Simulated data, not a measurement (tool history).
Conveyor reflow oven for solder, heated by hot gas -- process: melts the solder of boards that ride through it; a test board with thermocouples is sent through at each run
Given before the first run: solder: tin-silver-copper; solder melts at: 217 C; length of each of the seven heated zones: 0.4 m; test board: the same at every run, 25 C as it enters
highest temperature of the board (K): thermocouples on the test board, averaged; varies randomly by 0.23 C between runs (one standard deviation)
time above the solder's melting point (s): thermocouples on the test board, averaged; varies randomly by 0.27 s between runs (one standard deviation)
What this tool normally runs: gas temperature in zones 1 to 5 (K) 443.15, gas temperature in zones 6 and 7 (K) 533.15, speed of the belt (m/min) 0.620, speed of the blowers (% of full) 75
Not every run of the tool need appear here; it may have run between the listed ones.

run	hour	gas temperature in zones 1 to 5 (K)	gas temperature in zones 6 and 7 (K)	speed of the belt (m/min)	speed of the blowers (% of full)	highest temperature of the board (K)	time above the solder's melting point (s)
1	0.0	443.15	533.15	0.620	75	517.45	52.0
2	26.5	443.15	533.15	0.620	75	517.85	51.9
3	44.8	440.15	533.15	0.620	75	517.25	50.0
4	74.9	440.15	533.15	0.620	75	517.35	50.2
5	93.9	440.15	533.15	0.620	75	516.65	50.0
6	119.1	443.15	531.15	0.620	75	515.35	50.0
7	137.3	430.15	533.15	0.620	75	515.05	44.6
8	175.0	430.15	533.15	0.620	75	514.95	44.4
9	197.4	430.15	533.15	0.620	75	514.55	44.6
10	238.0	430.15	533.15	0.620	75	514.35	44.1
11	258.2	452.15	533.15	0.620	75	518.15	55.8
12	286.1	443.15	533.15	0.620	75	516.75	49.9
# hour 307.5: flux residue cleaned out of gas plates and filters
13	318.6	452.15	533.15	0.620	75	519.85	57.6
14	355.0	448.15	533.15	0.620	75	518.65	55.8
15	377.3	448.15	533.15	0.620	75	518.65	55.2
16	397.4	444.15	531.15	0.585	77	517.85	56.6
17	430.2	444.15	531.15	0.585	77	518.15	56.7
18	461.0	438.15	546.15	0.677	89	528.05	53.0
19	495.0	443.15	530.15	0.560	75	517.45	59.0
# hour 500.8: belt drive overhauled, speed set with a stopwatch
20	537.2	454.15	533.15	0.705	75	515.55	47.4
21	561.8	454.15	529.15	0.705	79	513.05	44.8
22	591.7	436.15	526.15	0.705	79	506.55	32.2
23	611.8	457.15	529.15	0.520	78	519.75	74.2
24	648.3	457.15	546.15	0.520	78	535.25	84.0
25	690.0	457.15	546.15	0.688	78	527.95	58.3
26	712.3	443.15	537.15	0.516	67	523.75	70.9
27	741.5	443.15	537.15	0.516	67	523.65	70.5
# hour 750.9: belt drive overhauled, speed set with a stopwatch, once more
28	765.5	431.15	533.15	0.620	75	513.65	42.9
29	806.8	431.15	533.15	0.620	75	513.65	42.7

Forecast each of these 3 alternatives for the next run:
A	836.1	431.15	543.15	0.691	75	?	?
B	836.1	431.15	544.15	0.620	82	?	?
C	836.1	431.15	533.15	0.511	75	?	?

run	highest temperature of the board (K)	time above the solder's melting point (s)
A	517.65	40.6
B	524.25	52.3
C	518.95	60.9
Take away the tool's hidden state, keep each run's random variation, and the runs would have read:
run	highest temperature of the board (K)	time above the solder's melting point (s)
A	523.05	45.4
B	529.45	56.5
C	523.35	66.0

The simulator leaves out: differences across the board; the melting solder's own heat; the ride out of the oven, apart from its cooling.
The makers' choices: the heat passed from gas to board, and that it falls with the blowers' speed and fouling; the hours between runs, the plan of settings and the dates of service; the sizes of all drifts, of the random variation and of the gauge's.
